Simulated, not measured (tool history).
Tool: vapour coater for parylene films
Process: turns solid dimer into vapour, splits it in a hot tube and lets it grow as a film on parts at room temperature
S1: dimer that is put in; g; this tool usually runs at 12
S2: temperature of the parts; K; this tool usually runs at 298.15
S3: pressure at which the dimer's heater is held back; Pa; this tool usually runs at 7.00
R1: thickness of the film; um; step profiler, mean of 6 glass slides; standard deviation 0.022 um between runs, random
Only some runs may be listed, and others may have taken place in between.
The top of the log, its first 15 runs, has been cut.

run,day,S1,S2,S3,R1
16,30.729,22,298.15,7.00,5.14
17,33.200,22,298.15,7.00,5.06
18,35.721,22,298.15,7.00,4.90
19,37.150,22,298.15,4.92,4.97
20,39.762,12,301.15,7.00,2.34
# day 40.779: trap's valve overhauled
21,42.571,12,301.15,7.00,2.64
22,44.296,12,301.15,7.00,2.57
23,46.612,12,301.15,7.00,2.53
# day 47.858: table's thermometer calibrated
24,47.879,6,298.15,2.71,1.46
25,50.467,12,298.15,8.92,2.51

Predict the results of run 26:
26,52.617,9,302.15,2.91,?

{"run 26": {"R1": 1.86}}
Were there no unlogged condition in the tool, this run, its random variation unchanged, would have produced R1 2.08 um.
